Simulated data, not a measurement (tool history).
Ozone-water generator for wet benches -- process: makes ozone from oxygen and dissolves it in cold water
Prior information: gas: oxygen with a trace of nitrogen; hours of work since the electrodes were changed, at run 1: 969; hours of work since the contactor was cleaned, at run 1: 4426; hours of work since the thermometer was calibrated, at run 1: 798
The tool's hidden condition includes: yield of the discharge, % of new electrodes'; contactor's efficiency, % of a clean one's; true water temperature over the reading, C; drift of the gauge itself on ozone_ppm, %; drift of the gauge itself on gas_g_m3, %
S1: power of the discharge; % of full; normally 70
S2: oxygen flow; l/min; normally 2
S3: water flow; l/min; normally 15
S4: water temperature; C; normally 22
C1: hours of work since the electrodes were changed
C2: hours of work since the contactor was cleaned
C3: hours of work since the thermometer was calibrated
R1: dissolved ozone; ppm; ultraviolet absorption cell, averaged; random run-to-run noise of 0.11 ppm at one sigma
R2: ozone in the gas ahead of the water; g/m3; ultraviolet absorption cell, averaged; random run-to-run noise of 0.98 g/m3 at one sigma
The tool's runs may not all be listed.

run 1 day=0 | S1=70 S2=2 S3=15 S4=22 | C1=969 C2=4426 C3=798 | R1=8 R2=165.2
run 2 day=5.217 | S1=70 S2=2 S3=15 S4=22 | C1=1048 C2=4505 C3=876 | R1=7.9 R2=163.8
run 3 day=9.288 | S1=70 S2=2 S3=15 S4=22 | C1=1109 C2=4566 C3=937 | R1=7.9 R2=165.4
run 4 day=13.775 | S1=70 S2=2 S3=15 S4=22 | C1=1176 C2=4633 C3=1004 | R1=7.9 R2=163.9
run 5 day=18.671 | S1=70 S2=2 S3=15 S4=22 | C1=1249 C2=4706 C3=1078 | R1=7.8 R2=162.5
run 6 day=23.338 | S1=70 S2=2 S3=15 S4=22 | C1=1319 C2=4776 C3=1148 | R1=8.2 R2=164.3
run 7 day=27.321 | S1=70 S2=2 S3=15 S4=22 | C1=1379 C2=4836 C3=1207 | R1=8.2 R2=161.7
run 8 day=32.021 | S1=70 S2=2 S3=15 S4=22 | C1=1449 C2=4906 C3=1278 | R1=7.7 R2=160.9
run 9 day=38.183 | S1=70 S2=2 S3=15 S4=22 | C1=1542 C2=4999 C3=1370 | R1=8 R2=162.3
run 10 day=41.633 | S1=70 S2=1.06 S3=15 S4=22 | C1=1593 C2=5050 C3=1422 | R1=6.5 R2=216.4
run 11 day=47.1 | S1=70 S2=1.35 S3=15 S4=22 | C1=1675 C2=5132 C3=1504 | R1=7 R2=195.7
run 12 day=50.738 | S1=70 S2=1.35 S3=15 S4=22 | C1=1730 C2=5187 C3=1558 | R1=7.2 R2=194.6
run 13 day=57.529 | S1=53 S2=2 S3=15 S4=22 | C1=1832 C2=5289 C3=1660 | R1=6.1 R2=130.1
run 14 day=60.646 | S1=70 S2=2 S3=15 S4=22 | C1=1878 C2=5335 C3=1707 | R1=7.8 R2=163.2
run 15 day=63.854 | S1=54 S2=1.11 S3=21 S4=16 | C1=1927 C2=5384 C3=1755 | R1=3.6 R2=171.1
run 16 day=69.625 | S1=54 S2=1.11 S3=13 S4=16 | C1=2013 C2=5470 C3=1841 | R1=6.8 R2=172.5
run 17 day=72.771 | S1=54 S2=1.11 S3=13 S4=16 | C1=2060 C2=5517 C3=1889 | R1=6.6 R2=169.1
run 18 day=78.846 | S1=54 S2=1.11 S3=13 S4=16 | C1=2151 C2=5608 C3=1980 | R1=6.4 R2=170.9
run 19 day=83.192 | S1=70 S2=2 S3=15 S4=17 | C1=2216 C2=5673 C3=2045 | R1=8 R2=161
run 20 day=90.029 | S1=70 S2=2 S3=15 S4=17 | C1=2319 C2=5776 C3=2147 | R1=8.2 R2=162
-- day=90.817 contactor cleaned
run 21 day=94.133 | S1=83 S2=1.98 S3=11 S4=30 | C1=2378 C2=50 C3=2206 | R1=10.7 R2=186.9
run 22 day=100.325 | S1=83 S2=1.98 S3=19 S4=30 | C1=2471 C2=143 C3=2299 | R1=5.8 R2=184.3
run 23 day=105.508 | S1=64 S2=1.98 S3=17 S4=25 | C1=2548 C2=220 C3=2377 | R1=5.6 R2=151.8
run 24 day=110.4 | S1=64 S2=1.98 S3=17 S4=25 | C1=2622 C2=294 C3=2450 | R1=5.6 R2=150
run 25 day=115.571 | S1=64 S2=1.98 S3=17 S4=25 | C1=2699 C2=371 C3=2528 | R1=5.5 R2=150.8
-- day=120.7 contactor cleaned, once more
run 26 day=122.5 | S1=64 S2=1.98 S3=17 S4=25 | C1=2801 C2=27 C3=2629 | R1=6.3 R2=150.9
run 27 day=127.942 | S1=70 S2=1.52 S3=15 S4=28 | C1=2882 C2=109 C3=2710 | R1=7.2 R2=180.6
run 28 day=131.533 | S1=70 S2=1.52 S3=15 S4=28 | C1=2936 C2=162 C3=2764 | R1=7.2 R2=181.6

Forecast each of these 3 alternatives for the next run:
run A day=137.721 | S1=70 S2=1.79 S3=15 S4=22 | C1=3029 C2=255 C3=2857 | R1=? R2=?
run B day=137.721 | S1=70 S2=1.08 S3=10 S4=22 | C1=3029 C2=255 C3=2857 | R1=? R2=?
run C day=137.721 | S1=57 S2=1.52 S3=15 S4=18 | C1=3029 C2=255 C3=2857 | R1=? R2=?

run=A R1=7.8 R2=167.8
run=B R1=11.1 R2=210.5
run=C R1=6.8 R2=152.9
The same runs, with their run-to-run variation unchanged, on a tool lacking any hidden condition would have given:
run=A R1=8.3 R2=177.8
run=B R1=11.8 R2=222.9
run=C R1=7.2 R2=160.4
